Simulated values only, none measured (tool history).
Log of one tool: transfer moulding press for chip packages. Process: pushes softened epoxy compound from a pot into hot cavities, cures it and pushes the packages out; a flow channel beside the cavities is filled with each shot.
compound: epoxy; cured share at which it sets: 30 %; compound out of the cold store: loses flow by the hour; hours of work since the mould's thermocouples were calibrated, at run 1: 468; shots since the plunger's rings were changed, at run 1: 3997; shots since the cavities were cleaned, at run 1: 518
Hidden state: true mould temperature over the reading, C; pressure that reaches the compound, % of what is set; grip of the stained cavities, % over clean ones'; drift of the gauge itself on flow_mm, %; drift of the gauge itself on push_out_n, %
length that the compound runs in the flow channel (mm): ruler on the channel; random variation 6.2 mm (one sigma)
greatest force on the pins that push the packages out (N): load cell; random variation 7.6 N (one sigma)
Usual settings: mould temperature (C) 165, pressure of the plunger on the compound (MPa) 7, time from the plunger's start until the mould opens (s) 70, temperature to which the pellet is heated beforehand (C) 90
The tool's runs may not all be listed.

run,hour,mould temperature (C),pressure of the plunger on the compound (MPa),time from the plunger's start until the mould opens (s),temperature to which the pellet is heated beforehand (C),hours of work since the mould's thermocouples were calibrated,shots since the plunger's rings were changed,shots since the cavities were cleaned,incoming compound's hours out of the cold store,length that the compound runs in the flow channel (mm),greatest force on the pins that push the packages out (N)
1,0,165,7,70,90,468,3997,518,35.1,618,507
# hour 17.4: cavities cleaned with cleaning compound and waxed
2,43.5,165,7,70,90,500,4698,435,28.3,621,507
# hour 61.4: cavities cleaned with cleaning compound and waxed
# hour 93.1: mould's thermocouples calibrated
# hour 107: cavities cleaned with cleaning compound and waxed
3,107,165,7,109,90,9,5674,0,37.6,577,275
# hour 122.1: plunger's sealing rings changed
# hour 157.8: cavities cleaned with cleaning compound and waxed
4,169.6,165,7,109,90,54,767,196,20.8,678,344
# hour 201.4: cavities cleaned with cleaning compound and waxed
5,220.3,165,7,109,90,92,1588,314,38,622,358
# hour 246.9: cavities cleaned with cleaning compound and waxed
6,260.1,165,7,70,90,121,2228,220,19.7,666,409
# hour 295.1: cavities cleaned with cleaning compound and waxed
7,315.5,165,7,70,99,162,3127,341,21.6,648,435
# hour 344.2: cavities cleaned with cleaning compound and waxed
8,367.6,165,7,70,99,200,3970,389,8.2,671,476
# hour 389.1: cavities cleaned with cleaning compound and waxed
9,418.5,165,7,70,99,238,4795,491,15.8,635,464
# hour 433.4: cavities cleaned with cleaning compound and waxed
# hour 480.6: cavities cleaned with cleaning compound and waxed
10,484,165,7,70,90,285,5837,56,39.4,570,360
# hour 491: plunger's sealing rings changed
# hour 531.3: cavities cleaned with cleaning compound and waxed
11,559,167,7,82,90,340,1108,461,43.2,602,412
# hour 576.2: cavities cleaned with cleaning compound and waxed
# hour 622.4: cavities cleaned with cleaning compound and waxed
12,635.3,164,6.45,96,89,395,2333,217,21.7,624,351
# hour 666.3: cavities cleaned with cleaning compound and waxed
13,695.3,170,8.69,70,90,440,3308,485,23.7,694,402
# hour 710.4: cavities cleaned with cleaning compound and waxed
14,746.4,170,8.69,70,90,478,4135,601,46.3,629,437
# hour 756.8: cavities cleaned with cleaning compound and waxed
# hour 801.2: cavities cleaned with cleaning compound and waxed
# hour 826.4: mould's thermocouples calibrated
15,830.1,170,8.69,70,90,3,5448,449,19.2,676,391
# hour 848.4: cavities cleaned with cleaning compound and waxed
# hour 861.6: plunger's sealing rings changed
16,874.7,165,7,100,98,34,218,395,26.7,670,370
# hour 897.9: cavities cleaned with cleaning compound and waxed
# hour 941.7: cavities cleaned with cleaning compound and waxed
17,952.8,165,8.59,100,98,91,1472,186,23.3,750,351
# hour 987.5: cavities cleaned with cleaning compound and waxed
18,1009,165,8.59,100,98,133,2383,358,23.7,731,350
# hour 1031.3: cavities cleaned with cleaning compound and waxed
19,1068.1,165,5.32,70,90,176,3345,614,38.9,523,499

How the hidden state differs across the entries between the runs, from the last listed run before each to the first after it:
Between runs 1 and 2: cavities cleaned with cleaning compound and waxed (hour 17.4)
  true mould temperature over the reading, C: -1.11 -> -1.16; pressure that reaches the compound, % of what is set: 86.58 -> 84.11; grip of the stained cavities, % over clean ones': 51.1 -> 44
  measured less the result without the state, length that the compound runs in the flow channel (mm): -43 -> -52; greatest force on the pins that push the packages out (N): +189 -> +176
Between runs 2 and 3: cavities cleaned with cleaning compound and waxed (hour 61.4); mould's thermocouples calibrated (hour 93.1); cavities cleaned with cleaning compound and waxed (hour 107)
  true mould temperature over the reading, C: -1.16 -> 0.14; pressure that reaches the compound, % of what is set: 84.11 -> 80.79; grip of the stained cavities, % over clean ones': 44 -> 2.1
  measured less the result without the state, length that the compound runs in the flow channel (mm): -52 -> -66; greatest force on the pins that push the packages out (N): +176 -> +5
Between runs 3 and 4: plunger's sealing rings changed (hour 122.1); cavities cleaned with cleaning compound and waxed (hour 157.8)
  true mould temperature over the reading, C: 0.14 -> 0.07; pressure that reaches the compound, % of what is set: 80.79 -> 97.28; grip of the stained cavities, % over clean ones': 2.1 -> 25.9
  measured less the result without the state, length that the compound runs in the flow channel (mm): -66 -> -10; greatest force on the pins that push the packages out (N): +5 -> +70
Between runs 4 and 5: cavities cleaned with cleaning compound and waxed (hour 201.4)
  true mould temperature over the reading, C: 0.07 -> 0.01; pressure that reaches the compound, % of what is set: 97.28 -> 94.26; grip of the stained cavities, % over clean ones': 25.9 -> 35.7
  measured less the result without the state, length that the compound runs in the flow channel (mm): -10 -> -18; greatest force on the pins that push the packages out (N): +70 -> +96
Between runs 5 and 6: cavities cleaned with cleaning compound and waxed (hour 246.9)
  true mould temperature over the reading, C: 0.01 -> -0.05; pressure that reaches the compound, % of what is set: 94.26 -> 91.84; grip of the stained cavities, % over clean ones': 35.7 -> 27.6
  measured less the result without the state, length that the compound runs in the flow channel (mm): -18 -> -29; greatest force on the pins that push the packages out (N): +96 -> +90
Between runs 6 and 7: cavities cleaned with cleaning compound and waxed (hour 295.1)
  true mould temperature over the reading, C: -0.05 -> -0.11; pressure that reaches the compound, % of what is set: 91.84 -> 88.99; grip of the stained cavities, % over clean ones': 27.6 -> 36.5
  measured less the result without the state, length that the compound runs in the flow channel (mm): -29 -> -39; greatest force on the pins that push the packages out (N): +90 -> +119
Between runs 7 and 8: cavities cleaned with cleaning compound and waxed (hour 344.2)
  true mould temperature over the reading, C: -0.11 -> -0.18; pressure that reaches the compound, % of what is set: 88.99 -> 86.07; grip of the stained cavities, % over clean ones': 36.5 -> 42.3
  measured less the result without the state, length that the compound runs in the flow channel (mm): -39 -> -51; greatest force on the pins that push the packages out (N): +119 -> +143
Between runs 8 and 9: cavities cleaned with cleaning compound and waxed (hour 389.1)
  true mould temperature over the reading, C: -0.18 -> -0.23; pressure that reaches the compound, % of what is set: 86.07 -> 83.31; grip of the stained cavities, % over clean ones': 42.3 -> 45.1
  measured less the result without the state, length that the compound runs in the flow channel (mm): -51 -> -60; greatest force on the pins that push the packages out (N): +143 -> +148
Between runs 9 and 10: cavities cleaned with cleaning compound and waxed (hour 433.4); cavities cleaned with cleaning compound and waxed (hour 480.6)
  true mould temperature over the reading, C: -0.23 -> -0.32; pressure that reaches the compound, % of what is set: 83.31 -> 79.8; grip of the stained cavities, % over clean ones': 45.1 -> 8.9
  measured less the result without the state, length that the compound runs in the flow channel (mm): -60 -> -67; greatest force on the pins that push the packages out (N): +148 -> +34
Between runs 10 and 11: plunger's sealing rings changed (hour 491); cavities cleaned with cleaning compound and waxed (hour 531.3)
  true mould temperature over the reading, C: -0.32 -> -0.4; pressure that reaches the compound, % of what is set: 79.8 -> 94.73; grip of the stained cavities, % over clean ones': 8.9 -> 47.8
  measured less the result without the state, length that the compound runs in the flow channel (mm): -67 -> -16; greatest force on the pins that push the packages out (N): +34 -> +134
Between runs 11 and 12: cavities cleaned with cleaning compound and waxed (hour 576.2); cavities cleaned with cleaning compound and waxed (hour 622.4)
  true mould temperature over the reading, C: -0.4 -> -0.49; pressure that reaches the compound, % of what is set: 94.73 -> 90.8; grip of the stained cavities, % over clean ones': 47.8 -> 30.8
  measured less the result without the state, length that the compound runs in the flow channel (mm): -16 -> -29; greatest force on the pins that push the packages out (N): +134 -> +84
Between runs 12 and 13: cavities cleaned with cleaning compound and waxed (hour 666.3)
  true mould temperature over the reading, C: -0.49 -> -0.57; pressure that reaches the compound, % of what is set: 90.8 -> 87.4; grip of the stained cavities, % over clean ones': 30.8 -> 44.9
  measured less the result without the state, length that the compound runs in the flow channel (mm): -29 -> -46; greatest force on the pins that push the packages out (N): +84 -> +126
Between runs 13 and 14: cavities cleaned with cleaning compound and waxed (hour 710.4)
  true mould temperature over the reading, C: -0.57 -> -0.63; pressure that reaches the compound, % of what is set: 87.4 -> 84.53; grip of the stained cavities, % over clean ones': 44.9 -> 52.8
  measured less the result without the state, length that the compound runs in the flow channel (mm): -46 -> -53; greatest force on the pins that push the packages out (N): +126 -> +153
Between runs 14 and 15: cavities cleaned with cleaning compound and waxed (hour 756.8); cavities cleaned with cleaning compound and waxed (hour 801.2); mould's thermocouples calibrated (hour 826.4)
  true mould temperature over the reading, C: -0.63 -> 0.07; pressure that reaches the compound, % of what is set: 84.53 -> 80.15; grip of the stained cavities, % over clean ones': 52.8 -> 43.2
  measured less the result without the state, length that the compound runs in the flow channel (mm): -53 -> -79; greatest force on the pins that push the packages out (N): +153 -> +118
Between runs 15 and 16: cavities cleaned with cleaning compound and waxed (hour 848.4); plunger's sealing rings changed (hour 861.6)
  true mould temperature over the reading, C: 0.07 -> 0.01; pressure that reaches the compound, % of what is set: 80.15 -> 98.93; grip of the stained cavities, % over clean ones': 43.2 -> 42.8
  measured less the result without the state, length that the compound runs in the flow channel (mm): -79 -> -3; greatest force on the pins that push the packages out (N): +118 -> +112
Between runs 16 and 17: cavities cleaned with cleaning compound and waxed (hour 897.9); cavities cleaned with cleaning compound and waxed (hour 941.7)
  true mould temperature over the reading, C: 0.01 -> -0.08; pressure that reaches the compound, % of what is set: 98.93 -> 94.46; grip of the stained cavities, % over clean ones': 42.8 -> 24.3
  measured less the result without the state, length that the compound runs in the flow channel (mm): -3 -> -22; greatest force on the pins that push the packages out (N): +112 -> +67
Between runs 17 and 18: cavities cleaned with cleaning compound and waxed (hour 987.5)
  true mould temperature over the reading, C: -0.08 -> -0.15; pressure that reaches the compound, % of what is set: 94.46 -> 91.31; grip of the stained cavities, % over clean ones': 24.3 -> 35.2
  measured less the result without the state, length that the compound runs in the flow channel (mm): -22 -> -34; greatest force on the pins that push the packages out (N): +67 -> +91
Between runs 18 and 19: cavities cleaned with cleaning compound and waxed (hour 1031.3)
  true mould temperature over the reading, C: -0.15 -> -0.22; pressure that reaches the compound, % of what is set: 91.31 -> 87.98; grip of the stained cavities, % over clean ones': 35.2 -> 54.3
  measured less the result without the state, length that the compound runs in the flow channel (mm): -34 -> -34; greatest force on the pins that push the packages out (N): +91 -> +180
